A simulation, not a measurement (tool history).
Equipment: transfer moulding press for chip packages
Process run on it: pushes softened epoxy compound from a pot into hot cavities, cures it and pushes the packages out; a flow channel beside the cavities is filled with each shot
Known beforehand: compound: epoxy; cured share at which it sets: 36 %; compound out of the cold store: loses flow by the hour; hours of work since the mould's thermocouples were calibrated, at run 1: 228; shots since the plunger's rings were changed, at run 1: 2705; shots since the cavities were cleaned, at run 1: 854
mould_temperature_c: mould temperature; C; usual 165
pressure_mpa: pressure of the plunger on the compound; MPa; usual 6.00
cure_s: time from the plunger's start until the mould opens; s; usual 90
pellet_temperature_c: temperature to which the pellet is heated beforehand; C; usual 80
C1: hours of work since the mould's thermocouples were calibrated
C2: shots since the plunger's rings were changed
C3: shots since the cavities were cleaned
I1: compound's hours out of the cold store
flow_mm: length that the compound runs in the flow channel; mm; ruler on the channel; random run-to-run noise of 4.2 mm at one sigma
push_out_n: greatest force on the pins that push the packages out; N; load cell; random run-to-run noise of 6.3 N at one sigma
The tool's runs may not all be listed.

{"run": 1, "day": 0.0, "mould_temperature_c": 165, "pressure_mpa": 6.0, "cure_s": 90, "pellet_temperature_c": 80, "C1": 228, "C2": 2705, "C3": 854, "I1": 47.6, "flow_mm": 863, "push_out_n": 393}
{"run": 2, "day": 0.429, "mould_temperature_c": 165, "pressure_mpa": 6.0, "cure_s": 90, "pellet_temperature_c": 80, "C1": 234, "C2": 2806, "C3": 955, "I1": 45.8, "flow_mm": 867, "push_out_n": 406}
{"day": 0.608, "done": "cavities cleaned with cleaning compound and waxed"}
{"run": 3, "day": 0.929, "mould_temperature_c": 165, "pressure_mpa": 6.0, "cure_s": 90, "pellet_temperature_c": 80, "C1": 240, "C2": 2908, "C3": 75, "I1": 17.7, "flow_mm": 969, "push_out_n": 269}
{"run": 4, "day": 1.525, "mould_temperature_c": 165, "pressure_mpa": 6.0, "cure_s": 90, "pellet_temperature_c": 88, "C1": 247, "C2": 3048, "C3": 215, "I1": 29.7, "flow_mm": 926, "push_out_n": 306}
{"run": 5, "day": 1.825, "mould_temperature_c": 165, "pressure_mpa": 7.03, "cure_s": 90, "pellet_temperature_c": 80, "C1": 251, "C2": 3118, "C3": 285, "I1": 9.5, "flow_mm": 1082, "push_out_n": 338}
{"run": 6, "day": 2.167, "mould_temperature_c": 165, "pressure_mpa": 7.03, "cure_s": 90, "pellet_temperature_c": 78, "C1": 256, "C2": 3199, "C3": 366, "I1": 35.7, "flow_mm": 972, "push_out_n": 338}
{"run": 7, "day": 2.558, "mould_temperature_c": 165, "pressure_mpa": 7.03, "cure_s": 90, "pellet_temperature_c": 78, "C1": 261, "C2": 3290, "C3": 457, "I1": 40.9, "flow_mm": 948, "push_out_n": 351}
{"run": 8, "day": 2.938, "mould_temperature_c": 165, "pressure_mpa": 6.0, "cure_s": 90, "pellet_temperature_c": 80, "C1": 266, "C2": 3380, "C3": 547, "I1": 39.1, "flow_mm": 883, "push_out_n": 357}
{"day": 3.417, "done": "plunger's sealing rings changed"}
{"run": 9, "day": 3.417, "mould_temperature_c": 173, "pressure_mpa": 6.0, "cure_s": 90, "pellet_temperature_c": 80, "C1": 271, "C2": 0, "C3": 635, "I1": 24.3, "flow_mm": 969, "push_out_n": 336}
{"run": 10, "day": 3.929, "mould_temperature_c": 173, "pressure_mpa": 6.0, "cure_s": 90, "pellet_temperature_c": 80, "C1": 278, "C2": 120, "C3": 755, "I1": 14.7, "flow_mm": 1011, "push_out_n": 354}
{"run": 11, "day": 4.338, "mould_temperature_c": 173, "pressure_mpa": 6.0, "cure_s": 90, "pellet_temperature_c": 80, "C1": 283, "C2": 215, "C3": 850, "I1": 17.0, "flow_mm": 994, "push_out_n": 324}
{"run": 12, "day": 4.771, "mould_temperature_c": 173, "pressure_mpa": 6.0, "cure_s": 90, "pellet_temperature_c": 80, "C1": 288, "C2": 317, "C3": 952, "I1": 21.2, "flow_mm": 976, "push_out_n": 341}
{"day": 4.95, "done": "cavities cleaned with cleaning compound and waxed"}
{"run": 13, "day": 5.412, "mould_temperature_c": 165, "pressure_mpa": 6.0, "cure_s": 79, "pellet_temperature_c": 80, "C1": 296, "C2": 453, "C3": 109, "I1": 35.9, "flow_mm": 943, "push_out_n": 330}
{"run": 14, "day": 5.938, "mould_temperature_c": 165, "pressure_mpa": 6.0, "cure_s": 79, "pellet_temperature_c": 80, "C1": 303, "C2": 576, "C3": 232, "I1": 13.3, "flow_mm": 1029, "push_out_n": 417}
{"run": 15, "day": 6.467, "mould_temperature_c": 165, "pressure_mpa": 6.47, "cure_s": 83, "pellet_temperature_c": 80, "C1": 310, "C2": 700, "C3": 356, "I1": 14.2, "flow_mm": 1061, "push_out_n": 393}
{"run": 16, "day": 6.725, "mould_temperature_c": 164, "pressure_mpa": 6.47, "cure_s": 83, "pellet_temperature_c": 80, "C1": 313, "C2": 760, "C3": 416, "I1": 19.1, "flow_mm": 1044, "push_out_n": 421}
{"run": 17, "day": 7.108, "mould_temperature_c": 164, "pressure_mpa": 6.47, "cure_s": 83, "pellet_temperature_c": 80, "C1": 318, "C2": 851, "C3": 507, "I1": 9.4, "flow_mm": 1083, "push_out_n": 455}
{"run": 18, "day": 7.404, "mould_temperature_c": 164, "pressure_mpa": 6.47, "cure_s": 83, "pellet_temperature_c": 80, "C1": 322, "C2": 920, "C3": 576, "I1": 42.7, "flow_mm": 944, "push_out_n": 434}
{"run": 19, "day": 7.9, "mould_temperature_c": 165, "pressure_mpa": 7.03, "cure_s": 120, "pellet_temperature_c": 80, "C1": 329, "C2": 1036, "C3": 692, "I1": 36.5, "flow_mm": 1009, "push_out_n": 333}
{"run": 20, "day": 8.171, "mould_temperature_c": 165, "pressure_mpa": 6.01, "cure_s": 84, "pellet_temperature_c": 80, "C1": 332, "C2": 1100, "C3": 756, "I1": 40.7, "flow_mm": 916, "push_out_n": 415}
{"run": 21, "day": 8.55, "mould_temperature_c": 165, "pressure_mpa": 5.67, "cure_s": 84, "pellet_temperature_c": 76, "C1": 337, "C2": 1189, "C3": 845, "I1": 16.5, "flow_mm": 973, "push_out_n": 466}
{"run": 22, "day": 8.829, "mould_temperature_c": 165, "pressure_mpa": 6.46, "cure_s": 75, "pellet_temperature_c": 80, "C1": 341, "C2": 1254, "C3": 910, "I1": 44.1, "flow_mm": 941, "push_out_n": 500}
{"day": 9.204, "done": "cavities cleaned with cleaning compound and waxed"}
{"run": 23, "day": 9.312, "mould_temperature_c": 165, "pressure_mpa": 6.46, "cure_s": 75, "pellet_temperature_c": 80, "C1": 346, "C2": 1353, "C3": 25, "I1": 17.2, "flow_mm": 1035, "push_out_n": 375}
{"run": 24, "day": 9.833, "mould_temperature_c": 160, "pressure_mpa": 5.28, "cure_s": 121, "pellet_temperature_c": 86, "C1": 353, "C2": 1475, "C3": 147, "I1": 44.0, "flow_mm": 858, "push_out_n": 266}
{"run": 25, "day": 10.2, "mould_temperature_c": 159, "pressure_mpa": 5.75, "cure_s": 121, "pellet_temperature_c": 86, "C1": 358, "C2": 1561, "C3": 233, "I1": 14.2, "flow_mm": 1010, "push_out_n": 300}
{"run": 26, "day": 10.65, "mould_temperature_c": 159, "pressure_mpa": 5.39, "cure_s": 121, "pellet_temperature_c": 70, "C1": 364, "C2": 1667, "C3": 339, "I1": 33.6, "flow_mm": 897, "push_out_n": 321}
{"run": 27, "day": 10.962, "mould_temperature_c": 159, "pressure_mpa": 5.39, "cure_s": 110, "pellet_temperature_c": 70, "C1": 368, "C2": 1740, "C3": 412, "I1": 41.2, "flow_mm": 875, "push_out_n": 348}
{"run": 28, "day": 11.412, "mould_temperature_c": 159, "pressure_mpa": 5.39, "cure_s": 110, "pellet_temperature_c": 70, "C1": 374, "C2": 1846, "C3": 518, "I1": 31.9, "flow_mm": 906, "push_out_n": 382}

4 ways to go on from here, each from the tool as it stands after run 28. What would each give?
{"run": "A", "day": 11.854, "mould_temperature_c": 167, "pressure_mpa": 5.75, "cure_s": 90, "pellet_temperature_c": 80, "C1": 379, "C2": 1950, "C3": 622, "I1": 36.6, "flow_mm": "?", "push_out_n": "?"}
{"run": "B", "day": 11.854, "mould_temperature_c": 164, "pressure_mpa": 5.39, "cure_s": 110, "pellet_temperature_c": 70, "C1": 379, "C2": 1950, "C3": 622, "I1": 11.5, "flow_mm": "?", "push_out_n": "?"}
{"run": "C", "day": 11.854, "mould_temperature_c": 164, "pressure_mpa": 6.0, "cure_s": 102, "pellet_temperature_c": 80, "C1": 379, "C2": 1950, "C3": 622, "I1": 29.2, "flow_mm": "?", "push_out_n": "?"}
{"run": "D", "day": 11.854, "mould_temperature_c": 165, "pressure_mpa": 6.0, "cure_s": 115, "pellet_temperature_c": 80, "C1": 379, "C2": 1950, "C3": 622, "I1": 27.1, "flow_mm": "?", "push_out_n": "?"}

run=A flow_mm=891 push_out_n=361
run=B flow_mm=957 push_out_n=344
run=C flow_mm=940 push_out_n=353
run=D flow_mm=955 push_out_n=330
With the hidden condition removed and each run's random variation left untouched, the same runs would have given:
run=A flow_mm=923 push_out_n=222
run=B flow_mm=991 push_out_n=212
run=C flow_mm=974 push_out_n=218
run=D flow_mm=989 push_out_n=205

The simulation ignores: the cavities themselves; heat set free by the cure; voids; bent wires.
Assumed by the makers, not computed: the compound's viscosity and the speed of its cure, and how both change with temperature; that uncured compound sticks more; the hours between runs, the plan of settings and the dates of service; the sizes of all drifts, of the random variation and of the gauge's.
